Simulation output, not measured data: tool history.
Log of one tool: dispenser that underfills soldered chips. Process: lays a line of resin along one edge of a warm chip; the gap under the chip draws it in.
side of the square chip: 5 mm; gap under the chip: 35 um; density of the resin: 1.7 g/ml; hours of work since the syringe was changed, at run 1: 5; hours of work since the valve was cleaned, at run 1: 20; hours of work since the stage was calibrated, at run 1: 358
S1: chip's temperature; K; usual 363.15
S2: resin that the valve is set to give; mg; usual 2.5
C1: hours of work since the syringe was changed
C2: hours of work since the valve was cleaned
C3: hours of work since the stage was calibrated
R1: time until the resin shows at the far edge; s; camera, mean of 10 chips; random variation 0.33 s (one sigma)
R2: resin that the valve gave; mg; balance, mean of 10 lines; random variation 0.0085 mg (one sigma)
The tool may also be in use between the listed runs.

run,hour,S1,S2,C1,C2,C3,R1,R2
1,0,363.15,2.5,5,20,358,20.8,2.473
# hour 1.5: new syringe of resin
# hour 9.5: new syringe of resin
2,11.6,363.15,2.5,2,29,367,15.6,2.482
# hour 17.2: new syringe of resin
3,19.5,363.15,2.5,2,35,373,16,2.465
# hour 24.9: new syringe of resin
4,29.8,363.15,2.5,4,43,380,18.8,2.466
# hour 32.6: new syringe of resin
5,35.7,375.15,2.5,2,47,385,12.6,2.444
# hour 37.5: dispensing valve cleaned and set on the balance
# hour 42.1: new syringe of resin
6,43.1,363.15,2.5,1,4,390,14.9,2.49
# hour 49.9: new syringe of resin
7,50.2,363.15,2.5,0,9,395,13.9,2.5
# hour 57.6: new syringe of resin
8,62.6,376.15,2.5,4,19,404,13.1,2.476
# hour 65.7: new syringe of resin
# hour 73.5: new syringe of resin
9,76,363.15,2.5,2,29,414,16.2,2.476
# hour 81.4: new syringe of resin
10,82.9,363.15,2.5,1,34,420,15.4,2.465
# hour 89.4: new syringe of resin
11,95.7,366.15,2.99,5,44,429,18.4,2.942
# hour 97.2: new syringe of resin
# hour 101.1: dispensing valve cleaned and set on the balance
# hour 106.4: new syringe of resin
12,108.1,366.15,2.99,1,5,438,13.9,2.993
# hour 114.3: new syringe of resin
13,114.5,352.15,2.38,0,10,443,19,2.363
# hour 122: new syringe of resin
14,123.1,358.15,2.38,1,17,449,16.8,2.359
# hour 129.5: new syringe of resin
15,130.2,363.15,3.04,1,22,454,15,3.025
16,135.6,370.15,2.33,5,26,459,17.2,2.312
# hour 137.4: new syringe of resin
17,141.4,370.15,2.33,3,30,463,14.8,2.31
# hour 144.8: new syringe of resin
18,151.5,369.15,2.9,5,38,471,16.9,2.867
# hour 152.4: new syringe of resin
# hour 160.3: new syringe of resin
19,160.3,374.15,2.12,0,44,477,10,2.073
# hour 164.9: dispensing valve cleaned and set on the balance
# hour 169.1: new syringe of resin
20,172.7,356.15,2.65,3,6,486,20.8,2.644

How the hidden state differs across the entries between the runs, from the last listed run before each to the first after it:
Between runs 1 and 2: new syringe of resin (hour 1.5); new syringe of resin (hour 9.5)
  resin's viscosity, % of fresh resin's: 144.9 -> 111.3; dose that the valve gives, % of what is set: 99.07 -> 98.78; true chip temperature over the reading, C: 0.8 -> 0.82
  measured less the result without the state, R1: +6 -> +1.2 s; R2: -0.023 -> -0.03 mg
Between runs 2 and 3: new syringe of resin (hour 17.2)
  resin's viscosity, % of fresh resin's: 111.3 -> 114.4; dose that the valve gives, % of what is set: 98.78 -> 98.6; true chip temperature over the reading, C: 0.82 -> 0.83
  measured less the result without the state, R1: +1.2 -> +1.7 s; R2: -0.03 -> -0.035 mg
Between runs 3 and 4: new syringe of resin (hour 24.9)
  resin's viscosity, % of fresh resin's: 114.4 -> 134.9; dose that the valve gives, % of what is set: 98.6 -> 98.29; true chip temperature over the reading, C: 0.83 -> 0.85
  measured less the result without the state, R1: +1.7 -> +4.6 s; R2: -0.035 -> -0.043 mg
Between runs 4 and 5: new syringe of resin (hour 32.6)
  resin's viscosity, % of fresh resin's: 134.9 -> 120.9; dose that the valve gives, % of what is set: 98.29 -> 98.13
  measured less the result without the state, R1: +4.6 -> +1.8 s; R2: -0.043 -> -0.047 mg
Between runs 5 and 6: dispensing valve cleaned and set on the balance (hour 37.5); new syringe of resin (hour 42.1)
  resin's viscosity, % of fresh resin's: 120.9 -> 104.1; dose that the valve gives, % of what is set: 98.13 -> 99.88; true chip temperature over the reading, C: 0.85 -> 0.86
  measured less the result without the state, R1: +1.8 -> +0.2 s; R2: -0.047 -> -0.003 mg
Between runs 6 and 7: new syringe of resin (hour 49.9)
  resin's viscosity, % of fresh resin's: 104.1 -> 99.7; dose that the valve gives, % of what is set: 99.88 -> 99.69; true chip temperature over the reading, C: 0.86 -> 0.88
  measured less the result without the state, R1: +0.2 -> -0.5 s; R2: -0.003 -> -0.007 mg
Between runs 7 and 8: new syringe of resin (hour 57.6)
  resin's viscosity, % of fresh resin's: 99.7 -> 134.4; dose that the valve gives, % of what is set: 99.69 -> 99.36; true chip temperature over the reading, C: 0.88 -> 0.9
  measured less the result without the state, R1: -0.5 -> +3.1 s; R2: -0.007 -> -0.016 mg
Between runs 8 and 9: new syringe of resin (hour 65.7); new syringe of resin (hour 73.5)
  resin's viscosity, % of fresh resin's: 134.4 -> 117.3; dose that the valve gives, % of what is set: 99.36 -> 99.01; true chip temperature over the reading, C: 0.9 -> 0.92
  measured less the result without the state, R1: +3.1 -> +2 s; R2: -0.016 -> -0.025 mg
Between runs 9 and 10: new syringe of resin (hour 81.4)
  resin's viscosity, % of fresh resin's: 117.3 -> 110; dose that the valve gives, % of what is set: 99.01 -> 98.85; true chip temperature over the reading, C: 0.92 -> 0.93
  measured less the result without the state, R1: +2 -> +1 s; R2: -0.025 -> -0.028 mg
Between runs 10 and 11: new syringe of resin (hour 89.4)
  resin's viscosity, % of fresh resin's: 110 -> 145.7; dose that the valve gives, % of what is set: 98.85 -> 98.48; true chip temperature over the reading, C: 0.93 -> 0.95
  measured less the result without the state, R1: +1 -> +5.4 s; R2: -0.028 -> -0.045 mg
Between runs 11 and 12: new syringe of resin (hour 97.2); dispensing valve cleaned and set on the balance (hour 101.1); new syringe of resin (hour 106.4)
  resin's viscosity, % of fresh resin's: 145.7 -> 110.5; dose that the valve gives, % of what is set: 98.48 -> 99.86; true chip temperature over the reading, C: 0.95 -> 0.96
  measured less the result without the state, R1: +5.4 -> +0.9 s; R2: -0.045 -> -0.004 mg
Between runs 12 and 13: new syringe of resin (hour 114.3)
  resin's viscosity, % of fresh resin's: 110.5 -> 99.4; dose that the valve gives, % of what is set: 99.86 -> 99.7; true chip temperature over the reading, C: 0.96 -> 0.97
  measured less the result without the state, R1: +0.9 -> -0.7 s; R2: -0.004 -> -0.007 mg
Between runs 13 and 14: new syringe of resin (hour 122)
  resin's viscosity, % of fresh resin's: 99.4 -> 108.5; dose that the valve gives, % of what is set: 99.7 -> 99.46; true chip temperature over the reading, C: 0.97 -> 0.99
  measured less the result without the state, R1: -0.7 -> +0.9 s; R2: -0.007 -> -0.013 mg
Between runs 14 and 15: new syringe of resin (hour 129.5)
  resin's viscosity, % of fresh resin's: 108.5 -> 106.7; dose that the valve gives, % of what is set: 99.46 -> 99.26; true chip temperature over the reading, C: 0.99 -> 1
  measured less the result without the state, R1: +0.9 -> +0.5 s; R2: -0.013 -> -0.023 mg
Between runs 16 and 17: new syringe of resin (hour 137.4)
  resin's viscosity, % of fresh resin's: 147.8 -> 126.9; dose that the valve gives, % of what is set: 99.1 -> 98.95; true chip temperature over the reading, C: 1.01 -> 1.02
  measured less the result without the state, R1: +5.2 -> +2.7 s; R2: -0.021 -> -0.024 mg
Between runs 17 and 18: new syringe of resin (hour 144.8)
  resin's viscosity, % of fresh resin's: 126.9 -> 150.6; dose that the valve gives, % of what is set: 98.95 -> 98.68; true chip temperature over the reading, C: 1.02 -> 1.03
  measured less the result without the state, R1: +2.7 -> +5.4 s; R2: -0.024 -> -0.039 mg
Between runs 18 and 19: new syringe of resin (hour 152.4); new syringe of resin (hour 160.3)
  resin's viscosity, % of fresh resin's: 150.6 -> 99.6; dose that the valve gives, % of what is set: 98.68 -> 98.44; true chip temperature over the reading, C: 1.03 -> 1.04
  measured less the result without the state, R1: +5.4 -> -0.3 s; R2: -0.039 -> -0.033 mg
Between runs 19 and 20: dispensing valve cleaned and set on the balance (hour 164.9); new syringe of resin (hour 169.1)
  resin's viscosity, % of fresh resin's: 99.6 -> 122.6; dose that the valve gives, % of what is set: 98.44 -> 99.76; true chip temperature over the reading, C: 1.04 -> 1.06
  measured less the result without the state, R1: -0.3 -> +3.3 s; R2: -0.033 -> -0.006 mg
